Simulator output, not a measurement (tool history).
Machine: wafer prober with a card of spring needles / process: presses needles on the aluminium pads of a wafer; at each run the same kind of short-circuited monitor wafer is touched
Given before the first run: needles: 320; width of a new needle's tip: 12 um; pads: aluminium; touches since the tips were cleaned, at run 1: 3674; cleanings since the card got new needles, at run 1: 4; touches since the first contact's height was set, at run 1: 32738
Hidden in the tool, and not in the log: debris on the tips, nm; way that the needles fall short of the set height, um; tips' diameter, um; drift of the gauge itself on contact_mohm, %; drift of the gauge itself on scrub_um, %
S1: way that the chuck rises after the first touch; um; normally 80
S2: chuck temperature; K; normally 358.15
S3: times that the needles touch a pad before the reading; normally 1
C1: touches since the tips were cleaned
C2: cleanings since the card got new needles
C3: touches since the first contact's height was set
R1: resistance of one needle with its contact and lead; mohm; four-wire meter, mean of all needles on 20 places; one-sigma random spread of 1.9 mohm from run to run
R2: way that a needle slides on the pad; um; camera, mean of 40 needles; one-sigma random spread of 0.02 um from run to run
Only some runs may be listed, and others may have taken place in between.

run 1 hour=0.0 | S1=80 S2=358.15 S3=1 | C1=3674 C2=4 C3=32738 | R1=227 R2=15.96
-- hour=15.4 tips cleaned on abrasive film
run 2 hour=20.2 | S1=80 S2=358.15 S3=2 | C1=1091 C2=5 C3=37329 | R1=225 R2=15.93
run 3 hour=44.4 | S1=80 S2=346.15 S3=1 | C1=6618 C2=5 C3=42856 | R1=231 R2=15.97
-- hour=46.1 tips cleaned on abrasive film
run 4 hour=67.9 | S1=80 S2=346.15 S3=1 | C1=4983 C2=6 C3=48209 | R1=224 R2=15.95
-- hour=77.2 tips cleaned on abrasive film
-- hour=86.8 tips cleaned on abrasive film, once more
run 5 hour=97.1 | S1=80 S2=313.15 S3=1 | C1=2354 C2=8 C3=54829 | R1=212 R2=15.89
-- hour=117.5 tips cleaned on abrasive film
run 6 hour=118.7 | S1=80 S2=358.15 S3=1 | C1=279 C2=9 C3=59760 | R1=204 R2=15.89
-- hour=148.3 tips cleaned on abrasive film
run 7 hour=156.4 | S1=80 S2=358.15 S3=1 | C1=1841 C2=10 C3=68339 | R1=220 R2=15.84
-- hour=179.9 tips cleaned on abrasive film
run 8 hour=191.2 | S1=80 S2=358.15 S3=1 | C1=2590 C2=11 C3=76276 | R1=226 R2=15.84
-- hour=210.1 tips cleaned on abrasive film
run 9 hour=224.3 | S1=62 S2=307.15 S3=3 | C1=3263 C2=12 C3=83823 | R1=207 R2=12.20
-- hour=240.9 tips cleaned on abrasive film
run 10 hour=248.1 | S1=97 S2=358.15 S3=1 | C1=1637 C2=13 C3=89221 | R1=221 R2=19.21
-- hour=274.0 tips cleaned on abrasive film
run 11 hour=284.4 | S1=97 S2=358.15 S3=1 | C1=2372 C2=14 C3=97496 | R1=221 R2=19.23

Estimate the outcome of run 12 from the log above:
-- hour=304.4 tips cleaned on abrasive film
run 12 hour=321.4 | S1=63 S2=312.15 S3=1 | C1=3886 C2=15 C3=105941 | R1=? R2=?

R1: 239 mohm
R2: 12.39 um
With no hidden state in the tool, this same run would have given R1 192 mohm, R2 12.60 um.

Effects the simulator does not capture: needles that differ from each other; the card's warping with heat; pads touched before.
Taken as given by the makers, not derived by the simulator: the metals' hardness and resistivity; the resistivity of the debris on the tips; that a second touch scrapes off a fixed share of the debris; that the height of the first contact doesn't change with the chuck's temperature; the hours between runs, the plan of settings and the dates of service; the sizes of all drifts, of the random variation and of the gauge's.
